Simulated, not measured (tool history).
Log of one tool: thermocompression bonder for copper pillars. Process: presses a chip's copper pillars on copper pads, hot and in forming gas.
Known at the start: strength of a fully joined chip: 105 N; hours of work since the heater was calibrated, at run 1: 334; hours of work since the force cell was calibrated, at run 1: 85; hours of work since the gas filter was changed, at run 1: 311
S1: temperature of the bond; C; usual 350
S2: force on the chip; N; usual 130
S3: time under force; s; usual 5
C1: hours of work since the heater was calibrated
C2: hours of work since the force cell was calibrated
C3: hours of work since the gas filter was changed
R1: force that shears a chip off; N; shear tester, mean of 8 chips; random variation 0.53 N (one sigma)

run 1 hour=0 | S1=350 S2=130 S3=5 | C1=334 C2=85 C3=311 | R1=65.5
run 2 hour=24.5 | S1=350 S2=130 S3=5 | C1=348 C2=99 C3=325 | R1=66.1
run 3 hour=44.4 | S1=350 S2=130 S3=5 | C1=359 C2=110 C3=336 | R1=65.8
-- hour=57 forming gas filter changed
run 4 hour=57 | S1=350 S2=130 S3=5 | C1=366 C2=117 C3=0 | R1=66.7
run 5 hour=77.6 | S1=350 S2=130 S3=5 | C1=378 C2=129 C3=12 | R1=66.6
run 6 hour=93.1 | S1=350 S2=130 S3=5 | C1=386 C2=138 C3=21 | R1=67.2
run 7 hour=122.3 | S1=350 S2=130 S3=5 | C1=403 C2=154 C3=37 | R1=66.4
run 8 hour=145.9 | S1=350 S2=130 S3=13 | C1=416 C2=168 C3=50 | R1=83.1
run 9 hour=168.7 | S1=350 S2=130 S3=5 | C1=429 C2=181 C3=63 | R1=66
run 10 hour=189.2 | S1=350 S2=130 S3=5 | C1=441 C2=192 C3=75 | R1=66.3
run 11 hour=212.5 | S1=359 S2=130 S3=5 | C1=454 C2=205 C3=88 | R1=69.8
run 12 hour=225.2 | S1=359 S2=130 S3=5 | C1=461 C2=213 C3=96 | R1=69.3
run 13 hour=249.9 | S1=359 S2=151 S3=5 | C1=476 C2=227 C3=110 | R1=75.8
run 14 hour=278.2 | S1=359 S2=151 S3=5 | C1=492 C2=243 C3=126 | R1=76.1
run 15 hour=299.1 | S1=350 S2=130 S3=5 | C1=503 C2=255 C3=137 | R1=65.7
run 16 hour=320.6 | S1=350 S2=130 S3=5 | C1=516 C2=267 C3=150 | R1=65.5
-- hour=324.5 force cell calibrated
run 17 hour=343 | S1=350 S2=119 S3=5 | C1=528 C2=10 C3=162 | R1=61.2
run 18 hour=373.1 | S1=350 S2=130 S3=5 | C1=545 C2=28 C3=179 | R1=64.9
run 19 hour=386.6 | S1=350 S2=130 S3=5 | C1=552 C2=35 C3=186 | R1=64.6
run 20 hour=403 | S1=350 S2=130 S3=5 | C1=562 C2=45 C3=196 | R1=63.7
run 21 hour=423.7 | S1=357 S2=130 S3=3 | C1=573 C2=56 C3=207 | R1=57.1
-- hour=436.7 force cell calibrated, once more
run 22 hour=454.1 | S1=357 S2=130 S3=4 | C1=590 C2=10 C3=224 | R1=63.9
run 23 hour=469.2 | S1=350 S2=130 S3=12 | C1=598 C2=18 C3=232 | R1=80.4
run 24 hour=497.5 | S1=350 S2=132 S3=11 | C1=614 C2=35 C3=248 | R1=79.8
run 25 hour=523.8 | S1=350 S2=132 S3=11 | C1=629 C2=49 C3=263 | R1=78.5
run 26 hour=553.4 | S1=350 S2=132 S3=11 | C1=646 C2=66 C3=280 | R1=79.1
run 27 hour=566 | S1=350 S2=132 S3=11 | C1=653 C2=73 C3=287 | R1=78.9
run 28 hour=589.6 | S1=342 S2=94 S3=5 | C1=667 C2=87 C3=301 | R1=47
run 29 hour=612.6 | S1=342 S2=94 S3=5 | C1=680 C2=100 C3=314 | R1=47.1
run 30 hour=634.8 | S1=342 S2=94 S3=5 | C1=692 C2=113 C3=326 | R1=46.8
run 31 hour=656.9 | S1=342 S2=94 S3=5 | C1=705 C2=125 C3=339 | R1=46.8
-- hour=663.9 forming gas filter changed
run 32 hour=673 | S1=342 S2=121 S3=5 | C1=714 C2=134 C3=5 | R1=58.9
run 33 hour=685.6 | S1=355 S2=117 S3=7 | C1=721 C2=141 C3=12 | R1=68.5
run 34 hour=697.8 | S1=355 S2=117 S3=7 | C1=728 C2=148 C3=19 | R1=68.5
run 35 hour=710.1 | S1=331 S2=170 S3=12 | C1=735 C2=155 C3=26 | R1=84.3
run 36 hour=731.8 | S1=348 S2=130 S3=7 | C1=747 C2=167 C3=39 | R1=70.9
run 37 hour=754.5 | S1=348 S2=130 S3=7 | C1=760 C2=180 C3=51 | R1=69
run 38 hour=777 | S1=335 S2=91 S3=3 | C1=773 C2=193 C3=64 | R1=36.1

Forecast each of these 3 alternatives for the next run:
run A hour=792.1 | S1=335 S2=105 S3=3 | C1=781 C2=202 C3=73 | R1=?
run B hour=792.1 | S1=334 S2=130 S3=5 | C1=781 C2=202 C3=73 | R1=?
run C hour=792.1 | S1=357 S2=130 S3=12 | C1=781 C2=202 C3=73 | R1=?

run=A R1=40.9
run=B R1=57.6
run=C R1=84.4
Without the tool's hidden state the same runs would have given:
run=A R1=45.2
run=B R1=62.7
run=C R1=88.6

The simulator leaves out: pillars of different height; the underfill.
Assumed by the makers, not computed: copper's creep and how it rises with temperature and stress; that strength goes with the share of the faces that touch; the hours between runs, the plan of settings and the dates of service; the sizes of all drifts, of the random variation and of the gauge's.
